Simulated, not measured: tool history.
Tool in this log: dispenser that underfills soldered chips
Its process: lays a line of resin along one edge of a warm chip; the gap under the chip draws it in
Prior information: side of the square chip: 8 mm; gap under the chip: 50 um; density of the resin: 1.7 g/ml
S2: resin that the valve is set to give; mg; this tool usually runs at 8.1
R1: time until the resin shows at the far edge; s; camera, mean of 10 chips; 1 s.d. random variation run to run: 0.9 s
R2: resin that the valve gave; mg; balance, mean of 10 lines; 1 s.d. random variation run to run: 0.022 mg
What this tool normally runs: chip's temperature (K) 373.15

run 1 day=0 | chip's_temperature_(K)=373.15 S2=8.1 | R1=134.2 R2=7.92
-- day=0.154 new syringe of resin
-- day=0.575 dispensing valve cleaned and set on the balance
run 2 day=0.575 | chip's_temperature_(K)=373.15 S2=8.1 | R1=146.6 R2=8.07
-- day=0.654 new syringe of resin
run 3 day=1.054 | chip's_temperature_(K)=373.15 S2=8.1 | R1=151.4 R2=8.07
-- day=1.117 new syringe of resin
-- day=1.592 new syringe of resin
run 4 day=1.667 | chip's_temperature_(K)=373.15 S2=8.1 | R1=96.6 R2=8.01
-- day=2.042 new syringe of resin
run 5 day=2.217 | chip's_temperature_(K)=373.15 S2=8.1 | R1=111.3 R2=8.01
-- day=2.525 new syringe of resin
run 6 day=2.667 | chip's_temperature_(K)=373.15 S2=8.1 | R1=106.4 R2=7.98
-- day=3.008 new syringe of resin
run 7 day=3.138 | chip's_temperature_(K)=373.15 S2=8.1 | R1=105.3 R2=7.89
-- day=3.467 new syringe of resin
run 8 day=3.55 | chip's_temperature_(K)=379.15 S2=6.91 | R1=81.2 R2=6.76
-- day=3.954 new syringe of resin
run 9 day=3.983 | chip's_temperature_(K)=386.15 S2=9.24 | R1=51.2 R2=9.01
run 10 day=4.338 | chip's_temperature_(K)=381.15 S2=8.57 | R1=104.3 R2=8.3
-- day=4.417 new syringe of resin
run 11 day=4.762 | chip's_temperature_(K)=369.15 S2=8.49 | R1=168.8 R2=8.23
-- day=4.854 dispensing valve cleaned and set on the balance
-- day=4.942 new syringe of resin
run 12 day=5.192 | chip's_temperature_(K)=369.15 S2=8.49 | R1=146.2 R2=8.46
-- day=5.408 new syringe of resin
run 13 day=5.662 | chip's_temperature_(K)=378.15 S2=7.08 | R1=99.3 R2=7.07

The same runs without the tool's hidden state, with the same run-to-run variation:
What the log doesn't record here: resin's viscosity, % of fresh resin's; dose that the valve gives, % of what is set; true chip temperature over the reading, C; drift of the gauge itself on fill_s, %; drift of the gauge itself on given_mg, %.
run=1 R1=87.4 R2=8.13
run=2 R1=86.2 R2=8.08
run=3 R1=87.1 R2=8.1
run=4 R1=85.1 R2=8.07
run=5 R1=83.7 R2=8.12
run=6 R1=84.6 R2=8.12
run=7 R1=84.8 R2=8.06
run=8 R1=68.5 R2=6.92
run=9 R1=47 R2=9.26
run=10 R1=59.8 R2=8.55
run=11 R1=102 R2=8.5
run=12 R1=100.5 R2=8.46
run=13 R1=68.2 R2=7.1
